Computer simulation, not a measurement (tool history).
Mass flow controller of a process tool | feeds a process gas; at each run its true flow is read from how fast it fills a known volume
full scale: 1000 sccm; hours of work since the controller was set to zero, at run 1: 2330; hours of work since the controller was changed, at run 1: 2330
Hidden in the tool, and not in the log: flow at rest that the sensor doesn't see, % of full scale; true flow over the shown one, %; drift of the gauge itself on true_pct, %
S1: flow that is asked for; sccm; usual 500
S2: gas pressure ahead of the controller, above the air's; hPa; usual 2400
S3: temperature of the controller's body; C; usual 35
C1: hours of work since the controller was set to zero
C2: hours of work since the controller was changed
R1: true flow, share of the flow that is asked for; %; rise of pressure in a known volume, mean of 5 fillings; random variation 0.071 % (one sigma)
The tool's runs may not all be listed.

{"run": 1, "day": 0.0, "S1": 500, "S2": 2400, "S3": 35, "C1": 2330, "C2": 2330, "R1": 99.03}
{"run": 2, "day": 13.658, "S1": 500, "S2": 2400, "S3": 35, "C1": 2432, "C2": 2432, "R1": 98.96}
{"run": 3, "day": 22.396, "S1": 500, "S2": 2400, "S3": 35, "C1": 2498, "C2": 2498, "R1": 98.8}
{"run": 4, "day": 30.15, "S1": 500, "S2": 2400, "S3": 35, "C1": 2556, "C2": 2556, "R1": 98.96}
{"run": 5, "day": 43.788, "S1": 500, "S2": 2400, "S3": 35, "C1": 2658, "C2": 2658, "R1": 98.88}
{"run": 6, "day": 56.688, "S1": 500, "S2": 2400, "S3": 35, "C1": 2755, "C2": 2755, "R1": 98.82}
{"run": 7, "day": 63.417, "S1": 500, "S2": 2400, "S3": 35, "C1": 2805, "C2": 2805, "R1": 98.94}
{"run": 8, "day": 76.317, "S1": 500, "S2": 2400, "S3": 35, "C1": 2902, "C2": 2902, "R1": 98.86}
{"run": 9, "day": 84.296, "S1": 500, "S2": 2400, "S3": 35, "C1": 2962, "C2": 2962, "R1": 98.9}
{"run": 10, "day": 91.004, "S1": 500, "S2": 2400, "S3": 35, "C1": 3012, "C2": 3012, "R1": 98.72}
{"run": 11, "day": 104.079, "S1": 500, "S2": 2400, "S3": 35, "C1": 3110, "C2": 3110, "R1": 98.78}
{"run": 12, "day": 117.229, "S1": 167, "S2": 2400, "S3": 35, "C1": 3209, "C2": 3209, "R1": 94.55}
{"run": 13, "day": 130.65, "S1": 167, "S2": 2680, "S3": 35, "C1": 3309, "C2": 3309, "R1": 94.56}
{"run": 14, "day": 137.358, "S1": 500, "S2": 2400, "S3": 35, "C1": 3360, "C2": 3360, "R1": 98.67}
{"day": 138.242, "done": "controller's zero set anew"}
{"run": 15, "day": 145.262, "S1": 500, "S2": 2400, "S3": 35, "C1": 53, "C2": 3419, "R1": 97.61}
{"run": 16, "day": 157.35, "S1": 500, "S2": 2400, "S3": 35, "C1": 143, "C2": 3509, "R1": 97.54}
{"day": 157.942, "done": "controller's zero set anew, once more"}
{"run": 17, "day": 163.121, "S1": 374, "S2": 2630, "S3": 23, "C1": 39, "C2": 3552, "R1": 98.94}
{"run": 18, "day": 168.654, "S1": 500, "S2": 1580, "S3": 32, "C1": 80, "C2": 3594, "R1": 99.97}
{"run": 19, "day": 175.571, "S1": 166, "S2": 1430, "S3": 32, "C1": 132, "C2": 3646, "R1": 98.67}
{"run": 20, "day": 184.996, "S1": 115, "S2": 1430, "S3": 29, "C1": 203, "C2": 3716, "R1": 98.04}
{"run": 21, "day": 195.95, "S1": 115, "S2": 1430, "S3": 29, "C1": 285, "C2": 3799, "R1": 97.79}
{"run": 22, "day": 203.629, "S1": 151, "S2": 1540, "S3": 22, "C1": 343, "C2": 3856, "R1": 97.44}
{"run": 23, "day": 210.704, "S1": 509, "S2": 2080, "S3": 39, "C1": 396, "C2": 3909, "R1": 100.8}
{"run": 24, "day": 222.6, "S1": 298, "S2": 2080, "S3": 39, "C1": 485, "C2": 3998, "R1": 99.86}
{"run": 25, "day": 236.229, "S1": 500, "S2": 1770, "S3": 38, "C1": 587, "C2": 4101, "R1": 100.48}
{"run": 26, "day": 249.879, "S1": 293, "S2": 2650, "S3": 20, "C1": 689, "C2": 4203, "R1": 97.86}
{"run": 27, "day": 262.758, "S1": 293, "S2": 2650, "S3": 20, "C1": 786, "C2": 4299, "R1": 97.77}
{"run": 28, "day": 270.971, "S1": 293, "S2": 2650, "S3": 20, "C1": 847, "C2": 4361, "R1": 97.97}

Forecast each of these 4 alternatives for the next run:
{"run": "A", "day": 280.05, "S1": 500, "S2": 1890, "S3": 33, "C1": 915, "C2": 4429, "R1": "?"}
{"run": "B", "day": 280.05, "S1": 297, "S2": 1420, "S3": 20, "C1": 915, "C2": 4429, "R1": "?"}
{"run": "C", "day": 280.05, "S1": 313, "S2": 2400, "S3": 26, "C1": 915, "C2": 4429, "R1": "?"}
{"run": "D", "day": 280.05, "S1": 682, "S2": 2570, "S3": 36, "C1": 915, "C2": 4429, "R1": "?"}

run=A R1=99.89
run=B R1=97.49
run=C R1=98.35
run=D R1=100.82
Without the tool's hidden state the same runs would have given:
run=A R1=99.36
run=B R1=97.28
run=C R1=98.10
run=D R1=100.18
